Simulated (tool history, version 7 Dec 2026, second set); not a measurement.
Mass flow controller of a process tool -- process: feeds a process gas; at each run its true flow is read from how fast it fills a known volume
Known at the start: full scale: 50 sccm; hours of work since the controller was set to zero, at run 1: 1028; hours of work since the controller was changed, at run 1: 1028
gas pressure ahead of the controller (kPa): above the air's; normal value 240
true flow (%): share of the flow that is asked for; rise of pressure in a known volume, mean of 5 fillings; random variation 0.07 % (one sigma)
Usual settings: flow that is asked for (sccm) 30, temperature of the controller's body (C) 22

run	hour	flow that is asked for (sccm)	gas pressure ahead of the controller (kPa)	temperature of the controller's body (C)	hours of work since the controller was set to zero	hours of work since the controller was changed	true flow (%)
1	0	30	240	22	1028	1028	99.41
2	88.7	30	240	22	1097	1097	99.56
3	176.1	30	240	34	1165	1165	100.5
4	254.5	30	160	22	1226	1226	99.62
5	306.6	7	240	22	1266	1266	101.06
6	377.6	7	240	22	1321	1321	101.11
7	462.8	7	240	22	1388	1388	101.28
8	521.1	7	240	22	1433	1433	101.29
9	570.3	7	240	22	1471	1471	101.39
10	627	7	240	22	1515	1515	101.49
11	677.2	5	226	28	1554	1554	103.55
12	773.4	30	240	20	1629	1629	99.36
13	823.5	6	240	28	1668	1668	102.92
14	872.9	8	270	27	1706	1706	101.79
15	929.4	30	147	26	1750	1750	100.14

What would each run have given without the hidden state, its run-to-run variation left as it was?
Hidden state present: flow at rest that the sensor doesn't see, % of full scale; true flow over the shown one, %; drift of the gauge itself on true_pct, %.
run	true flow (%)
1	98.91
2	99.04
3	99.95
4	99.05
5	97.99
6	97.94
7	97.97
8	97.88
9	97.91
10	97.92
11	98.37
12	98.63
13	98.34
14	98.34
15	99.37
